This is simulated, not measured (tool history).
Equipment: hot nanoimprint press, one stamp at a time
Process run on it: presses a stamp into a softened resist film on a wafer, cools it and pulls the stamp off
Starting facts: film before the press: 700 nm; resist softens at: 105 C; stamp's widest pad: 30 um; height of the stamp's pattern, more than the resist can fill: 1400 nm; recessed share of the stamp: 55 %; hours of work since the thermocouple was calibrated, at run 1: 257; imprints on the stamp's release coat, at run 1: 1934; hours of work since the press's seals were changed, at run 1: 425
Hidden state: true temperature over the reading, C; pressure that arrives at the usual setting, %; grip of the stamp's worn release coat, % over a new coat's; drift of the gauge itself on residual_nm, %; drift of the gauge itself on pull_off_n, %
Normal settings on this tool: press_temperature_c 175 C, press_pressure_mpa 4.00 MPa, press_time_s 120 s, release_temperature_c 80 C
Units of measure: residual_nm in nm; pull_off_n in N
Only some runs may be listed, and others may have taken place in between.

run,day,press_temperature_c,press_pressure_mpa,press_time_s,release_temperature_c,hours of work since the thermocouple was calibrated,imprints on the stamp's release coat,hours of work since the press's seals were changed,residual_nm,pull_off_n
1,0.000,175,4.00,120,80,257,1934,425,409.3,360
# day 0.429: stamp cleaned and given a new release coat
2,1.996,175,4.00,120,80,280,156,448,401.0,229
3,2.883,175,4.00,120,80,292,244,459,405.4,232
4,4.696,175,4.00,120,80,316,424,483,403.3,245
5,5.608,175,4.00,120,80,328,514,495,391.4,255
6,6.729,175,4.00,120,80,343,626,510,395.3,260
7,8.250,175,4.32,120,80,363,777,530,383.7,274
8,9.775,175,4.00,120,80,383,928,550,391.4,290
9,10.846,175,4.00,120,80,397,1035,564,394.2,289
# day 11.062: plate thermocouple calibrated
10,12.429,175,4.00,191,70,18,1180,584,333.6,373
11,13.879,175,4.00,191,70,37,1324,603,332.4,384
12,15.579,171,3.30,179,76,60,1492,625,437.2,358
13,17.012,171,5.50,63,79,79,1635,644,475.5,355
14,18.008,171,5.50,63,79,92,1734,657,476.4,342
15,19.354,164,5.18,67,76,109,1867,675,587.3,400
# day 20.112: plate thermocouple calibrated, once more
# day 20.575: stamp cleaned and given a new release coat
16,20.912,179,5.18,61,76,7,34,691,392.9,246

Expected results for the next run?
17,22.308,181,4.00,120,80,26,173,709,?,?

residual_nm: 324.8 nm
pull_off_n: 222 N
The same run, on a tool lacking any hidden state, would have yielded residual_nm 321.1 nm, pull_off_n 210 N.
